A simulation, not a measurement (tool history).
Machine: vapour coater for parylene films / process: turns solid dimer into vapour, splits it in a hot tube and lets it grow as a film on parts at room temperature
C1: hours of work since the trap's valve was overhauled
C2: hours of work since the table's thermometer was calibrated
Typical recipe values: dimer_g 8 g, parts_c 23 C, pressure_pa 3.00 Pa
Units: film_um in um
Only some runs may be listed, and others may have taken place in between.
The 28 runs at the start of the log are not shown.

Run 29, day 31.233: usual settings but dimer_g 3 g, parts_c 27 C, pressure_pa 4.69 Pa; C1 53; C2 624. Result: film_um 0.47 um.
Run 30, day 32.821: usual settings but dimer_g 4 g, pressure_pa 9.44 Pa; C1 69; C2 640. Result: film_um 0.68 um.
At day 33.896: trap's valve overhauled, once more.
Run 31, day 33.908: usual settings but dimer_g 4 g, pressure_pa 9.44 Pa; C1 0; C2 650. Result: film_um 0.84 um.
Run 32, day 35.375: usual settings but dimer_g 3 g, pressure_pa 2.89 Pa; C1 16; C2 666. Result: film_um 0.70 um.
Run 33, day 36.133: usual settings but dimer_g 3 g, pressure_pa 2.89 Pa; C1 24; C2 674. Result: film_um 0.70 um.
Run 34, day 37.708: usual settings but dimer_g 13 g, pressure_pa 2.89 Pa; C1 40; C2 690. Result: film_um 2.91 um.
Run 35, day 38.450: usual settings but dimer_g 13 g; C1 48; C2 698. Result: film_um 2.91 um.
Run 36, day 39.279: usual settings but parts_c 35 C, pressure_pa 10.21 Pa; C1 57; C2 707. Result: film_um 1.14 um.
Run 37, day 40.283: usual settings but dimer_g 14 g, parts_c 35 C, pressure_pa 10.21 Pa; C1 68; C2 718. Result: film_um 2.00 um.
Run 38, day 41.362: usual settings but dimer_g 11 g, parts_c 32 C, pressure_pa 8.79 Pa; C1 79; C2 729. Result: film_um 1.76 um.
Run 39, day 42.342: usual settings but dimer_g 11 g, parts_c 21 C, pressure_pa 2.29 Pa; C1 89; C2 740. Result: film_um 2.64 um.
Run 40, day 43.408: usual settings but dimer_g 11 g, parts_c 21 C, pressure_pa 2.29 Pa; C1 101; C2 751. Result: film_um 2.61 um.
Run 41, day 44.125: usual settings but dimer_g 9 g; C1 108; C2 758. Result: film_um 1.99 um.
Run 42, day 44.962: usual settings but dimer_g 12 g, parts_c 33 C, pressure_pa 2.50 Pa; C1 117; C2 767. Result: film_um 1.96 um.
Run 43, day 46.479: usual settings but dimer_g 6 g, parts_c 33 C, pressure_pa 11.16 Pa; C1 133; C2 783. Result: film_um 0.89 um.
Run 44, day 47.850: usual settings but parts_c 19 C; C1 148; C2 798. Result: film_um 1.99 um.
Run 45, day 48.629: usual settings but parts_c 19 C; C1 156; C2 806. Result: film_um 1.98 um.
Run 46, day 50.021: usual settings but parts_c 25 C, pressure_pa 5.47 Pa; C1 171; C2 821. Result: film_um 1.56 um.

Each row is a separate what-if for the run after 46, all from the same tool condition, not one after another. Results?
Run A, day 51.275: usual settings but dimer_g 4 g, parts_c 29 C, pressure_pa 2.50 Pa; C1 184; C2 834. Result: film_um ?.
Run B, day 51.275: usual settings but parts_c 28 C, pressure_pa 2.24 Pa; C1 184; C2 834. Result: film_um ?.
Run C, day 51.275: usual settings but dimer_g 5 g; C1 184; C2 834. Result: film_um ?.
Run D, day 51.275: usual settings but dimer_g 4 g, parts_c 20 C, pressure_pa 6.47 Pa; C1 184; C2 834. Result: film_um ?.

run  film_um
  A     0.71
  B     1.52
  C     1.08
  D     0.90
What these runs would have given with no unlogged condition in the tool:
run  film_um
  A     0.74
  B     1.58
  C     1.12
  D     0.94
